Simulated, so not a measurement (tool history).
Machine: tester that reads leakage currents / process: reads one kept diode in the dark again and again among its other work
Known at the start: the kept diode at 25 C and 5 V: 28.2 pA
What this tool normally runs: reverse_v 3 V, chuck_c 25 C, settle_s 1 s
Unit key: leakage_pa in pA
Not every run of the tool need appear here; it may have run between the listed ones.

run	hour	reverse_v	chuck_c	settle_s	leakage_pa
1	0	3	25	1	21.27
2	68.5	3	52	1	136.68
3	101.1	3	25	0.31	22.55
4	133.5	3	25	0.31	22.29
5	173.6	3	25	1	20.94
6	237.6	3	25	1	20.79
7	297.4	3	25	1	20.68
8	361.7	17.31	25	1	48.56
9	398.4	17.31	25	1	48.37
10	436.3	2.11	25	1	17.3
11	486.2	2.11	25	1	17.09
12	541	2.11	25	1	16.99
13	579.9	2.11	25	1	16.89
14	630.1	2.11	25	1	16.91
15	692.7	2.11	25	1	16.71
16	729.5	3	25	1	19.8
17	795.4	3	25	2.28	19.2
18	854.8	1.38	26	0.42	14.92
19	890.5	3.77	34	0.68	41.91
20	927.2	14.67	20	1.99	33.2
21	980.3	14.67	20	1.99	32.81
22	1040.4	15.01	24	1.64	45
23	1093.1	19.69	34	0.33	112.78
24	1136.6	19.69	34	0.33	112.71
25	1198.8	19.69	34	0.33	112.47
26	1247.9	19.69	21	0.33	50.78
27	1311.1	4.56	31	4.92	40.56
28	1383.6	1.23	26	9.95	15.21
29	1458.7	3	59	2.39	212.61
30	1496.7	2.88	22	6.27	16.28
31	1536.8	2.88	22	6.27	16.3
32	1588.6	13.11	47	1	195.69
33	1643	1.11	39	1.28	36.15
34	1688.3	3.94	39	5.86	64.2

Between the runs listed above, the log contained 3 entries, not reproduced here. Where in the sequence does each belong, and how does what the log doesn't record of the tool's condition differ from the listed run before to the listed run after?
Between runs 16 and 17: tester calibrated (hour 738.4)
  stray current of the dirty probe card, pA a volt: 0.055 -> 0.057; current scale over the true one, %: -0.6 -> -0.92; true chuck temperature over the reading, C: -2.02 -> -2.11
  measured value less the no-hidden-state value, leakage_pa: -3.21 -> -3.37 pA
Between runs 19 and 20: chuck's temperature calibrated (hour 923.8)
  stray current of the dirty probe card, pA a volt: 0.06 -> 0.061; current scale over the true one, %: -0.94 -> -0.95; true chuck temperature over the reading, C: -2.23 -> -0.15
  measured value less the no-hidden-state value, leakage_pa: -7.35 -> -0.08 pA
Between runs 21 and 22: tester calibrated, once more (hour 1025.7)
  stray current of the dirty probe card, pA a volt: 0.063 -> 0.065; current scale over the true one, %: -0.96 -> -0.04; true chuck temperature over the reading, C: -0.23 -> -0.32
  measured value less the no-hidden-state value, leakage_pa: -0.26 -> -0.4 pA

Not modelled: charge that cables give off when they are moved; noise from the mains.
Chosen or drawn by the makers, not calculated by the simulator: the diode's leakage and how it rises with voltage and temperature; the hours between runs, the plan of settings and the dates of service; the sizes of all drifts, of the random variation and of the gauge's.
